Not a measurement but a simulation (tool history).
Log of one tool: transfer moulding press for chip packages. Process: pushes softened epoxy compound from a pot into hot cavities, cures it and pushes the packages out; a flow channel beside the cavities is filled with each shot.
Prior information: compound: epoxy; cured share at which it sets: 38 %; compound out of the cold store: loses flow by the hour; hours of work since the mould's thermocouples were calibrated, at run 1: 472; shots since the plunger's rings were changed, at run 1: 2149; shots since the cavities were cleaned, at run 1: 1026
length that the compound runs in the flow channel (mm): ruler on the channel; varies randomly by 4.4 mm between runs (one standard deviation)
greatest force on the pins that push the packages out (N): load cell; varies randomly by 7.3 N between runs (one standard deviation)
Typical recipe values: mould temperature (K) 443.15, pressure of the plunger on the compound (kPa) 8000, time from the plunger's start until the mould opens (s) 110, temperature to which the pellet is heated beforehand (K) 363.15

| run | hour | mould temperature (K) | pressure of the plunger on the compound (kPa) | time from the plunger's start until the mould opens (s) | temperature to which the pellet is heated beforehand (K) | hours of work since the mould's thermocouples were calibrated | shots since the plunger's rings were changed | shots since the cavities were cleaned | incoming compound's hours out of the cold store | length that the compound runs in the flow channel (mm) | greatest force on the pins that push the packages out (N) |
|---|---|---|---|---|---|---|---|---|---|---|---|
| 1 | 0.0 | 443.15 | 8000 | 110 | 363.15 | 472 | 2149 | 1026 | 36.5 | 474 | 477 |
|  | 10.0 | cavities cleaned with cleaning compound and waxed |
| 2 | 36.4 | 442.15 | 8000 | 110 | 363.15 | 498 | 2599 | 341 | 33.8 | 489 | 546 |
| 3 | 66.0 | 442.15 | 8000 | 110 | 355.15 | 520 | 2981 | 723 | 18.1 | 521 | 558 |
|  | 98.6 | cavities cleaned with cleaning compound and waxed |
| 4 | 98.6 | 442.15 | 8000 | 110 | 355.15 | 542 | 3383 | 0 | 46.9 | 442 | 315 |
|  | 106.4 | mould's thermocouples calibrated |
| 5 | 132.6 | 443.15 | 7820 | 110 | 363.15 | 19 | 3796 | 413 | 13.2 | 513 | 420 |
| 6 | 159.6 | 443.15 | 8000 | 110 | 363.15 | 39 | 4145 | 762 | 18.0 | 503 | 444 |
|  | 191.8 | cavities cleaned with cleaning compound and waxed |
|  | 197.1 | cavities cleaned with cleaning compound and waxed, once more |
| 7 | 200.4 | 443.15 | 9570 | 110 | 363.15 | 67 | 4632 | 42 | 36.7 | 496 | 322 |
| 8 | 234.4 | 443.15 | 9570 | 110 | 363.15 | 92 | 5071 | 481 | 45.4 | 477 | 399 |
| 9 | 259.7 | 436.15 | 9570 | 110 | 363.15 | 110 | 5397 | 807 | 39.6 | 501 | 560 |
|  | 285.7 | cavities cleaned with cleaning compound and waxed |
| 10 | 285.7 | 443.15 | 8000 | 110 | 363.15 | 128 | 5715 | 0 | 15.7 | 494 | 307 |
| 11 | 314.3 | 443.15 | 9570 | 110 | 363.15 | 149 | 6084 | 369 | 39.0 | 482 | 384 |
|  | 335.3 | plunger's sealing rings changed |
| 12 | 355.4 | 443.15 | 8000 | 101 | 363.15 | 177 | 258 | 866 | 23.3 | 522 | 479 |
| 13 | 374.6 | 443.15 | 8000 | 101 | 363.15 | 191 | 506 | 1114 | 42.2 | 475 | 486 |
|  | 379.8 | cavities cleaned with cleaning compound and waxed |
| 14 | 400.1 | 444.15 | 8000 | 125 | 371.15 | 209 | 816 | 261 | 16.5 | 541 | 369 |
| 15 | 434.3 | 446.15 | 7770 | 127 | 362.15 | 234 | 1258 | 703 | 26.5 | 501 | 420 |
|  | 469.4 | cavities cleaned with cleaning compound and waxed |
| 16 | 473.6 | 443.15 | 8000 | 110 | 361.15 | 262 | 1745 | 54 | 34.3 | 485 | 303 |
| 17 | 509.6 | 443.15 | 7650 | 110 | 365.15 | 288 | 2210 | 519 | 47.3 | 448 | 413 |
| 18 | 547.6 | 443.15 | 6010 | 110 | 363.15 | 316 | 2701 | 1010 | 36.1 | 411 | 466 |
|  | 559.2 | cavities cleaned with cleaning compound and waxed |
| 19 | 584.6 | 436.15 | 6110 | 110 | 368.15 | 342 | 3158 | 327 | 19.6 | 455 | 481 |

Predict each of these 3 candidate next runs independently; none follows another, all start after run 19:
| A | 623.4 | 446.15 | 8000 | 110 | 367.15 | 370 | 3660 | 829 | 43.0 | ? | ? |
| B | 623.4 | 438.15 | 6110 | 150 | 356.15 | 370 | 3660 | 829 | 10.0 | ? | ? |
| C | 623.4 | 442.15 | 6110 | 110 | 368.15 | 370 | 3660 | 829 | 18.9 | ? | ? |

| run | length that the compound runs in the flow channel (mm) | greatest force on the pins that push the packages out (N) |
|---|---|---|
| A | 443 | 424 |
| B | 466 | 430 |
| C | 448 | 458 |
Stripped of hidden state, with their random variation kept, the same runs would have yielded:
| run | length that the compound runs in the flow channel (mm) | greatest force on the pins that push the packages out (N) |
|---|---|---|
| A | 475 | 289 |
| B | 500 | 296 |
| C | 480 | 317 |
